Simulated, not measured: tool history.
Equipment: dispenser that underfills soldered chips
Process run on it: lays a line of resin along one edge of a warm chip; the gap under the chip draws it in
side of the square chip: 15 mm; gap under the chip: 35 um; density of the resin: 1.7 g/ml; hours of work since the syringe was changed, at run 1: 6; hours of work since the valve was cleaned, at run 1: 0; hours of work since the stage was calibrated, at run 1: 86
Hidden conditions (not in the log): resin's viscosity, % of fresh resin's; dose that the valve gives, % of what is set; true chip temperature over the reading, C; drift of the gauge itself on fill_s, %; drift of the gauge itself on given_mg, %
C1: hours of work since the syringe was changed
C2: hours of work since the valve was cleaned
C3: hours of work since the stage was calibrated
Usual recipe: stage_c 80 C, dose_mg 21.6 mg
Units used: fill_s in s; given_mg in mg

run 1 day=0 | stage_c=80 dose_mg=21.6 | C1=6 C2=0 C3=86 | fill_s=377.5 given_mg=21.63
run 2 day=0.104 | stage_c=80 dose_mg=24.2 | C1=7 C2=2 C3=87 | fill_s=415.4 given_mg=24.12
-- day=0.171 new syringe of resin
run 3 day=0.267 | stage_c=80 dose_mg=24.2 | C1=1 C2=4 C3=90 | fill_s=288.4 given_mg=24.07
run 4 day=0.358 | stage_c=80 dose_mg=23.1 | C1=3 C2=5 C3=91 | fill_s=312.7 given_mg=23
run 5 day=0.471 | stage_c=85 dose_mg=23.1 | C1=5 C2=7 C3=93 | fill_s=301.6 given_mg=23.06
run 6 day=0.633 | stage_c=80 dose_mg=21.6 | C1=7 C2=10 C3=95 | fill_s=412.2 given_mg=21.36
-- day=0.712 new syringe of resin
run 7 day=0.8 | stage_c=80 dose_mg=21.6 | C1=1 C2=12 C3=98 | fill_s=297.2 given_mg=21.31
run 8 day=0.925 | stage_c=91 dose_mg=21.6 | C1=3 C2=14 C3=100 | fill_s=237 given_mg=21.32
run 9 day=1.038 | stage_c=91 dose_mg=21.6 | C1=5 C2=16 C3=102 | fill_s=267.6 given_mg=21.35
run 10 day=1.188 | stage_c=91 dose_mg=21.6 | C1=8 C2=18 C3=104 | fill_s=309.6 given_mg=21.18
-- day=1.242 new syringe of resin
run 11 day=1.296 | stage_c=80 dose_mg=21.6 | C1=1 C2=20 C3=105 | fill_s=284.7 given_mg=21.23
run 12 day=1.488 | stage_c=80 dose_mg=21.6 | C1=4 C2=23 C3=108 | fill_s=338.5 given_mg=21.17
run 13 day=1.617 | stage_c=80 dose_mg=21.6 | C1=6 C2=25 C3=110 | fill_s=382.5 given_mg=21.05
-- day=1.788 new syringe of resin
run 14 day=1.817 | stage_c=80 dose_mg=21.6 | C1=0 C2=28 C3=113 | fill_s=274.7 given_mg=20.96
run 15 day=1.979 | stage_c=80 dose_mg=18.6 | C1=3 C2=31 C3=116 | fill_s=328.1 given_mg=18.24
run 16 day=2.142 | stage_c=86 dose_mg=18.6 | C1=6 C2=33 C3=119 | fill_s=319.3 given_mg=17.98
run 17 day=2.288 | stage_c=80 dose_mg=21.6 | C1=8 C2=35 C3=121 | fill_s=427.7 given_mg=20.97
-- day=2.325 new syringe of resin
run 18 day=2.442 | stage_c=80 dose_mg=21.6 | C1=2 C2=38 C3=123 | fill_s=304.7 given_mg=21.08
run 19 day=2.533 | stage_c=80 dose_mg=21.6 | C1=3 C2=39 C3=125 | fill_s=332.7 given_mg=20.88
run 20 day=2.712 | stage_c=80 dose_mg=21.6 | C1=6 C2=42 C3=127 | fill_s=391.2 given_mg=20.86
-- day=2.854 new syringe of resin
run 21 day=2.883 | stage_c=80 dose_mg=21.6 | C1=0 C2=44 C3=130 | fill_s=277.6 given_mg=20.75
run 22 day=3.062 | stage_c=80 dose_mg=21.6 | C1=3 C2=47 C3=133 | fill_s=331.5 given_mg=20.79
run 23 day=3.204 | stage_c=80 dose_mg=21.6 | C1=6 C2=50 C3=135 | fill_s=383.2 given_mg=20.81
run 24 day=3.296 | stage_c=73 dose_mg=21.6 | C1=7 C2=51 C3=136 | fill_s=512.9 given_mg=20.7
-- day=3.392 new syringe of resin
run 25 day=3.392 | stage_c=79 dose_mg=25.3 | C1=0 C2=52 C3=138 | fill_s=274.6 given_mg=24.21
run 26 day=3.517 | stage_c=79 dose_mg=25.3 | C1=2 C2=54 C3=140 | fill_s=319.1 given_mg=24.1
run 27 day=3.688 | stage_c=79 dose_mg=25.3 | C1=5 C2=57 C3=142 | fill_s=366.4 given_mg=24.23
run 28 day=3.875 | stage_c=79 dose_mg=20.1 | C1=8 C2=60 C3=145 | fill_s=452.5 given_mg=19.21
-- day=3.929 new syringe of resin
run 29 day=4.029 | stage_c=79 dose_mg=20.1 | C1=2 C2=62 C3=148 | fill_s=314.9 given_mg=19.1
run 30 day=4.221 | stage_c=67 dose_mg=24.8 | C1=5 C2=65 C3=151 | fill_s=543.2 given_mg=23.6
run 31 day=4.379 | stage_c=71 dose_mg=24.8 | C1=7 C2=68 C3=153 | fill_s=545.5 given_mg=23.52
-- day=4.475 new syringe of resin
run 32 day=4.517 | stage_c=79 dose_mg=23.8 | C1=1 C2=70 C3=155 | fill_s=291.7 given_mg=22.49
run 33 day=4.704 | stage_c=92 dose_mg=22.7 | C1=4 C2=73 C3=158 | fill_s=240.5 given_mg=21.31
run 34 day=4.821 | stage_c=92 dose_mg=22.7 | C1=5 C2=74 C3=160 | fill_s=264 given_mg=21.29
run 35 day=4.929 | stage_c=80 dose_mg=25.2 | C1=7 C2=76 C3=162 | fill_s=409.8 given_mg=23.66
-- day=5.008 new syringe of resin
run 36 day=5.058 | stage_c=78 dose_mg=25.5 | C1=1 C2=78 C3=164 | fill_s=301.6 given_mg=23.76
-- day=5.138 dispensing valve cleaned and set on the balance
run 37 day=5.229 | stage_c=72 dose_mg=20.1 | C1=3 C2=1 C3=166 | fill_s=430.7 given_mg=20.08

How would selected steps in fill_s from run to run divide? Give the signed amount a tool lacking its hidden state would still show from settings, what came in and random variation, and the signed amount left for the hidden state, including any gauge scatter that is not in both of the compared results.
Run 24 -> 25: stage_c 73 -> 79, dose_mg 21.6 -> 25.3, new syringe of resin. fill_s -238.3 s: hidden state -174.6, all else -63.7.
Run 28 -> 29: new syringe of resin. fill_s -137.6 s: hidden state -137, all else -0.6.
Run 29 -> 30: stage_c 79 -> 67, dose_mg 20.1 -> 24.8. fill_s +228.3 s: hidden state +105.5, all else +122.8.
Run 31 -> 32: stage_c 71 -> 79, dose_mg 24.8 -> 23.8, new syringe of resin. fill_s -253.8 s: hidden state -178.5, all else -75.3.
